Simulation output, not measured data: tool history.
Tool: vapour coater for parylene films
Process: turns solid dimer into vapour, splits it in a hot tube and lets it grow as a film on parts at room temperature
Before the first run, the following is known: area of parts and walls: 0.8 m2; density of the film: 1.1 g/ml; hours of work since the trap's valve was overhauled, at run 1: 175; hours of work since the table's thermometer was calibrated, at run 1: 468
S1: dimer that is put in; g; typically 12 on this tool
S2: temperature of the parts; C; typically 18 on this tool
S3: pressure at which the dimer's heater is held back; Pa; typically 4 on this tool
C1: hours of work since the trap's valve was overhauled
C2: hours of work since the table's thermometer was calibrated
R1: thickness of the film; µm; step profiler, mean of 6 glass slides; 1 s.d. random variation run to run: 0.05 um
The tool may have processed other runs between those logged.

{"run": 1, "day": 0.0, "S1": 12, "S2": 18, "S3": 4, "C1": 175, "C2": 468, "R1": 8.64}
{"run": 2, "day": 0.975, "S1": 12, "S2": 18, "S3": 4, "C1": 194, "C2": 487, "R1": 8.66}
{"run": 3, "day": 2.196, "S1": 12, "S2": 13, "S3": 4, "C1": 218, "C2": 511, "R1": 10.97}
{"run": 4, "day": 3.329, "S1": 12, "S2": 13, "S3": 2.65, "C1": 240, "C2": 533, "R1": 12.09}
{"run": 5, "day": 4.442, "S1": 12, "S2": 24, "S3": 4, "C1": 262, "C2": 555, "R1": 6.28}
{"run": 6, "day": 5.471, "S1": 12, "S2": 24, "S3": 4, "C1": 282, "C2": 575, "R1": 6.25}
{"run": 7, "day": 6.725, "S1": 12, "S2": 27, "S3": 4, "C1": 307, "C2": 600, "R1": 5.33}
{"run": 8, "day": 7.604, "S1": 12, "S2": 27, "S3": 4, "C1": 324, "C2": 617, "R1": 5.34}
{"run": 9, "day": 8.338, "S1": 12, "S2": 27, "S3": 4, "C1": 339, "C2": 631, "R1": 5.34}
{"day": 9.162, "done": "trap's valve overhauled"}
{"run": 10, "day": 9.179, "S1": 12, "S2": 27, "S3": 4, "C1": 0, "C2": 645, "R1": 6.03}
{"run": 11, "day": 10.312, "S1": 12, "S2": 18, "S3": 4, "C1": 23, "C2": 667, "R1": 9.08}
{"run": 12, "day": 11.471, "S1": 12, "S2": 18, "S3": 4, "C1": 45, "C2": 689, "R1": 9.07}
{"run": 13, "day": 12.617, "S1": 21, "S2": 18, "S3": 4, "C1": 68, "C2": 712, "R1": 15.88}
{"run": 14, "day": 13.162, "S1": 21, "S2": 18, "S3": 4, "C1": 78, "C2": 723, "R1": 15.86}
{"run": 15, "day": 14.05, "S1": 21, "S2": 18, "S3": 4, "C1": 96, "C2": 740, "R1": 15.8}
{"run": 16, "day": 14.888, "S1": 21, "S2": 18, "S3": 4, "C1": 112, "C2": 757, "R1": 15.67}
{"run": 17, "day": 15.95, "S1": 6, "S2": 26, "S3": 4, "C1": 133, "C2": 777, "R1": 2.97}
{"run": 18, "day": 16.571, "S1": 6, "S2": 26, "S3": 4, "C1": 145, "C2": 790, "R1": 3.02}
{"run": 19, "day": 17.846, "S1": 6, "S2": 26, "S3": 7.35, "C1": 170, "C2": 815, "R1": 2.56}
{"run": 20, "day": 19.083, "S1": 12, "S2": 26, "S3": 6.47, "C1": 195, "C2": 839, "R1": 5.21}
{"run": 21, "day": 20.179, "S1": 21, "S2": 26, "S3": 2.81, "C1": 216, "C2": 860, "R1": 11.16}
{"run": 22, "day": 21.008, "S1": 9, "S2": 16, "S3": 5.6, "C1": 233, "C2": 877, "R1": 6.58}
{"run": 23, "day": 21.912, "S1": 6, "S2": 20, "S3": 10.74, "C1": 250, "C2": 894, "R1": 3.06}
{"run": 24, "day": 22.862, "S1": 6, "S2": 18, "S3": 6.43, "C1": 269, "C2": 913, "R1": 3.79}
{"run": 25, "day": 23.625, "S1": 6, "S2": 18, "S3": 6.43, "C1": 284, "C2": 928, "R1": 3.79}
{"run": 26, "day": 24.829, "S1": 12, "S2": 11, "S3": 6.99, "C1": 308, "C2": 952, "R1": 10.36}
{"run": 27, "day": 26.108, "S1": 7, "S2": 19, "S3": 4.86, "C1": 333, "C2": 977, "R1": 4.41}
{"run": 28, "day": 26.967, "S1": 12, "S2": 18, "S3": 5.96, "C1": 350, "C2": 994, "R1": 7.58}
{"day": 27.262, "done": "trap's valve overhauled"}
{"run": 29, "day": 27.917, "S1": 6, "S2": 19, "S3": 5.96, "C1": 13, "C2": 1009, "R1": 3.99}
{"run": 30, "day": 28.967, "S1": 18, "S2": 20, "S3": 6.12, "C1": 33, "C2": 1030, "R1": 11.3}
{"run": 31, "day": 29.654, "S1": 12, "S2": 24, "S3": 3.08, "C1": 47, "C2": 1043, "R1": 7.33}
{"run": 32, "day": 30.962, "S1": 16, "S2": 12, "S3": 3.06, "C1": 73, "C2": 1069, "R1": 17.37}

Forecast each of these 3 alternatives for the next run:
{"run": "A", "day": 31.608, "S1": 12, "S2": 18, "S3": 8.84, "C1": 85, "C2": 1082, "R1": "?"}
{"run": "B", "day": 31.608, "S1": 16, "S2": 12, "S3": 6.49, "C1": 85, "C2": 1082, "R1": "?"}
{"run": "C", "day": 31.608, "S1": 12, "S2": 19, "S3": 5.06, "C1": 85, "C2": 1082, "R1": "?"}

run=A R1=7.55
run=B R1=14.44
run=C R1=8.13
Stripped of hidden state, with their random variation kept, the same runs would have yielded:
run=A R1=7.62
run=B R1=14.57
run=C R1=8.21
